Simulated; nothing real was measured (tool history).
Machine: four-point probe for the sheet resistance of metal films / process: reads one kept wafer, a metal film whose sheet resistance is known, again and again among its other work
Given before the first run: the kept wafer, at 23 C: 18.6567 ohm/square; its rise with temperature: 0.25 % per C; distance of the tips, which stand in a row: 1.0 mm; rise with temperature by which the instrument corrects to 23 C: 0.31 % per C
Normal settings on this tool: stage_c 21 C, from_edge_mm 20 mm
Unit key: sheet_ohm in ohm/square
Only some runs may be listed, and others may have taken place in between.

run,hour,stage_c,from_edge_mm,sheet_ohm
1,0,21,20,18.707487
2,27,21,20,18.714152
3,53.9,27,20,18.643698
4,73.2,21,38,18.694704
5,85.2,22,20,18.693253
6,113.6,22,52,18.679133
7,136.9,21,20,18.716115
8,148.4,21,73,18.692562
9,173.7,21,16,18.736949
10,198.6,19,16,18.763532
11,221.6,19,16,18.769723
12,246.7,33,16,18.610027
13,274.9,33,16,18.615315
14,298,33,16,18.618234
15,326.1,27,16,18.690698
16,348.2,24,20,18.701347
17,370.8,21,20,18.747505
18,393.3,21,20,18.74012
19,414.8,21,20,18.749106
20,440.8,21,20,18.747966
21,453.8,21,20,18.746277
22,474.5,21,20,18.751303
23,494.8,21,20,18.750551
# hour 497.6: stage's thermometer calibrated
24,511.7,21,20,18.752518
25,523.3,21,16,18.765008
26,536.1,21,16,18.762225
# hour 544: stage's thermometer calibrated, once more
27,551.9,21,60,18.747049
28,571.8,31,27,18.653243
29,591.5,20,19,18.782005
30,618.1,20,19,18.789163
31,638,26,38,18.702109
32,664.4,28,12,18.742315
# hour 682.1: new probe head fitted
33,688.9,29,12,18.546036
34,714.7,21,21,18.583463
35,732.6,21,21,18.593706
36,749.6,23,9,18.667082
37,772,19,20,18.619512
38,798.4,23,59,18.556615
39,818.9,19,75,18.598633
40,845.2,30,75,18.482853
41,861.8,21,69,18.581359
42,882,21,69,18.584735
43,904.3,20,12,18.658286
44,920.1,33,62,18.458242
45,933.6,19,24,18.623934
46,948.3,27,73,18.521603

What if the next run were any one of these 3? Each begins from the tool's condition after run 46:
A,960.5,18,21,?
B,960.5,35,20,?
C,960.5,31,20,?

run,sheet_ohm
A,18.646659
B,18.463913
C,18.504955
With no hidden state in the tool, these same runs would have given:
run,sheet_ohm
A,18.739579
B,18.555895
C,18.597148
